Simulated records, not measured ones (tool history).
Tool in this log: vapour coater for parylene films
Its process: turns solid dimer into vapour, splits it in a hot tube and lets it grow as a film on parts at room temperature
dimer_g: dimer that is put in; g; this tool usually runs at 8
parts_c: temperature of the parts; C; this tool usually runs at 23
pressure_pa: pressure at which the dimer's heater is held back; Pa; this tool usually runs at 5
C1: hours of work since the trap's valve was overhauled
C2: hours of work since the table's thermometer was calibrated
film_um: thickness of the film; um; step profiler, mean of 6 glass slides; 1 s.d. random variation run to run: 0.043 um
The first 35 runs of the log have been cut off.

{"run": 36, "hour": 1570.9, "dimer_g": 6, "parts_c": 17, "pressure_pa": 8.46, "C1": 427, "C2": 359, "film_um": 3.86}
{"run": 37, "hour": 1610.9, "dimer_g": 7, "parts_c": 20, "pressure_pa": 2.29, "C1": 445, "C2": 377, "film_um": 4.73}
{"run": 38, "hour": 1644.8, "dimer_g": 7, "parts_c": 20, "pressure_pa": 2.29, "C1": 460, "C2": 392, "film_um": 4.82}
{"run": 39, "hour": 1697.3, "dimer_g": 9, "parts_c": 21, "pressure_pa": 6.83, "C1": 484, "C2": 416, "film_um": 5.19}
{"run": 40, "hour": 1735.0, "dimer_g": 7, "parts_c": 16, "pressure_pa": 5, "C1": 500, "C2": 433, "film_um": 4.86}
{"run": 41, "hour": 1768.6, "dimer_g": 5, "parts_c": 16, "pressure_pa": 3.56, "C1": 516, "C2": 448, "film_um": 3.51}
{"run": 42, "hour": 1794.3, "dimer_g": 6, "parts_c": 16, "pressure_pa": 3.87, "C1": 527, "C2": 459, "film_um": 4.17}
{"run": 43, "hour": 1831.5, "dimer_g": 6, "parts_c": 16, "pressure_pa": 3.87, "C1": 544, "C2": 476, "film_um": 4.16}
{"run": 44, "hour": 1857.6, "dimer_g": 6, "parts_c": 20, "pressure_pa": 5, "C1": 555, "C2": 487, "film_um": 3.66}
{"run": 45, "hour": 1893.4, "dimer_g": 7, "parts_c": 18, "pressure_pa": 10.23, "C1": 571, "C2": 503, "film_um": 4.21}
{"run": 46, "hour": 1926.7, "dimer_g": 7, "parts_c": 17, "pressure_pa": 4.82, "C1": 586, "C2": 518, "film_um": 4.7}
{"run": 47, "hour": 1976.8, "dimer_g": 7, "parts_c": 17, "pressure_pa": 4.82, "C1": 609, "C2": 541, "film_um": 4.74}
{"hour": 2015.7, "done": "trap's valve overhauled"}
{"run": 48, "hour": 2016.8, "dimer_g": 7, "parts_c": 17, "pressure_pa": 4.82, "C1": 1, "C2": 557, "film_um": 5.08}

Each row is a separate what-if for the run after 48, all from the same tool condition, not one after another. Results?
{"run": "A", "hour": 2063.3, "dimer_g": 8, "parts_c": 19, "pressure_pa": 5, "C1": 21, "C2": 577, "film_um": "?"}
{"run": "B", "hour": 2063.3, "dimer_g": 7, "parts_c": 18, "pressure_pa": 9.32, "C1": 21, "C2": 577, "film_um": "?"}
{"run": "C", "hour": 2063.3, "dimer_g": 6, "parts_c": 23, "pressure_pa": 5, "C1": 21, "C2": 577, "film_um": "?"}

run=A film_um=5.37
run=B film_um=4.54
run=C film_um=3.56
Take away the tool's hidden state, keep each run's random variation, and the runs would have read:
run=A film_um=5.46
run=B film_um=4.62
run=C film_um=3.62
